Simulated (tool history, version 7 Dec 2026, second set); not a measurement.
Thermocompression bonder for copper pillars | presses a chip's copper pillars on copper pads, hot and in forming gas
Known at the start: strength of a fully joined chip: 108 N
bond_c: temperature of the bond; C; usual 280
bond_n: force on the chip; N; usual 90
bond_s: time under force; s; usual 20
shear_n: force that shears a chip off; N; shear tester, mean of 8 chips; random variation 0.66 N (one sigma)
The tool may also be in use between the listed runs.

run,hour,bond_c,bond_n,bond_s,shear_n
1,0.0,280,90,20,72.9
2,23.4,280,90,20,72.0
3,62.8,280,90,20,70.7
4,88.3,280,90,20,71.9
5,110.2,280,55,20,58.9
6,135.0,280,55,20,58.3
7,175.5,280,90,20,71.6
8,212.7,280,77,20,66.5
9,242.6,295,114,32,88.8
10,262.3,263,76,32,66.6
# hour 295.3: forming gas filter changed
11,299.1,307,90,16,80.3
12,325.8,278,96,12,64.3
13,357.7,287,90,25,80.8

Forecast each of these 4 alternatives for the next run:
A,378.6,280,79,43,?
B,378.6,280,90,14,?
C,378.6,300,74,35,?
D,378.6,306,90,20,?

run,shear_n
A,82.7
B,65.7
C,87.3
D,84.1
Without the tool's hidden state the same runs would have given:
run,shear_n
A,85.3
B,68.4
C,89.6
D,86.4

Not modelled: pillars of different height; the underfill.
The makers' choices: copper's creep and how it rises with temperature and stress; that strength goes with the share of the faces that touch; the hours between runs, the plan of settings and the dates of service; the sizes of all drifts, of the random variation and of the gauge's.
